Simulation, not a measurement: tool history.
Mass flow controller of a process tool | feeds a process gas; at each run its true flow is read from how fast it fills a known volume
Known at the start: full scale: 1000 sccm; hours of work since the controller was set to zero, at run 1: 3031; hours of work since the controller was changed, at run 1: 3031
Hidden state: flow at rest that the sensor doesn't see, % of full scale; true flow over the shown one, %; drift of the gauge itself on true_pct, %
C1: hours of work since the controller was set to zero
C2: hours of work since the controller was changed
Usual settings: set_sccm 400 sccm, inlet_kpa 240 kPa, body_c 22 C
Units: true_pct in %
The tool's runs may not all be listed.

{"run": 1, "hour": 0.0, "set_sccm": 400, "inlet_kpa": 240, "body_c": 22, "C1": 3031, "C2": 3031, "true_pct": 99.48}
{"run": 2, "hour": 69.7, "set_sccm": 400, "inlet_kpa": 240, "body_c": 37, "C1": 3079, "C2": 3079, "true_pct": 100.61}
{"run": 3, "hour": 170.1, "set_sccm": 400, "inlet_kpa": 240, "body_c": 37, "C1": 3149, "C2": 3149, "true_pct": 100.36}
{"run": 4, "hour": 274.8, "set_sccm": 400, "inlet_kpa": 240, "body_c": 37, "C1": 3223, "C2": 3223, "true_pct": 100.3}
{"run": 5, "hour": 361.9, "set_sccm": 400, "inlet_kpa": 147, "body_c": 22, "C1": 3283, "C2": 3283, "true_pct": 98.78}
{"run": 6, "hour": 436.0, "set_sccm": 400, "inlet_kpa": 147, "body_c": 22, "C1": 3335, "C2": 3335, "true_pct": 98.8}
{"run": 7, "hour": 488.1, "set_sccm": 400, "inlet_kpa": 241, "body_c": 22, "C1": 3372, "C2": 3372, "true_pct": 98.97}
{"run": 8, "hour": 571.9, "set_sccm": 400, "inlet_kpa": 241, "body_c": 22, "C1": 3430, "C2": 3430, "true_pct": 99}
{"run": 9, "hour": 666.6, "set_sccm": 168, "inlet_kpa": 241, "body_c": 22, "C1": 3496, "C2": 3496, "true_pct": 98.8}
{"run": 10, "hour": 730.2, "set_sccm": 168, "inlet_kpa": 241, "body_c": 22, "C1": 3541, "C2": 3541, "true_pct": 98.78}
{"run": 11, "hour": 788.6, "set_sccm": 168, "inlet_kpa": 241, "body_c": 22, "C1": 3582, "C2": 3582, "true_pct": 98.65}
{"run": 12, "hour": 833.2, "set_sccm": 967, "inlet_kpa": 241, "body_c": 22, "C1": 3613, "C2": 3613, "true_pct": 99.5}
{"run": 13, "hour": 935.6, "set_sccm": 967, "inlet_kpa": 169, "body_c": 22, "C1": 3684, "C2": 3684, "true_pct": 98.96}
{"run": 14, "hour": 982.1, "set_sccm": 967, "inlet_kpa": 169, "body_c": 22, "C1": 3717, "C2": 3717, "true_pct": 99.11}
{"run": 15, "hour": 1061.4, "set_sccm": 967, "inlet_kpa": 169, "body_c": 22, "C1": 3772, "C2": 3772, "true_pct": 98.99}
{"run": 16, "hour": 1132.9, "set_sccm": 400, "inlet_kpa": 240, "body_c": 22, "C1": 3822, "C2": 3822, "true_pct": 98.66}
{"run": 17, "hour": 1215.2, "set_sccm": 400, "inlet_kpa": 276, "body_c": 30, "C1": 3880, "C2": 3880, "true_pct": 99.35}
{"run": 18, "hour": 1306.5, "set_sccm": 789, "inlet_kpa": 173, "body_c": 39, "C1": 3943, "C2": 3943, "true_pct": 99.96}
{"run": 19, "hour": 1368.1, "set_sccm": 615, "inlet_kpa": 168, "body_c": 35, "C1": 3986, "C2": 3986, "true_pct": 99.53}
{"run": 20, "hour": 1432.7, "set_sccm": 615, "inlet_kpa": 168, "body_c": 35, "C1": 4032, "C2": 4032, "true_pct": 99.49}

The next listed run, before its measurement:
{"run": 21, "hour": 1480.7, "set_sccm": 512, "inlet_kpa": 168, "body_c": 35, "C1": 4065, "C2": 4065, "true_pct": "?"}

{"run 21": {"true_pct": 99.29}}
Without the tool's hidden state the same run would have given true_pct 100.17 %.

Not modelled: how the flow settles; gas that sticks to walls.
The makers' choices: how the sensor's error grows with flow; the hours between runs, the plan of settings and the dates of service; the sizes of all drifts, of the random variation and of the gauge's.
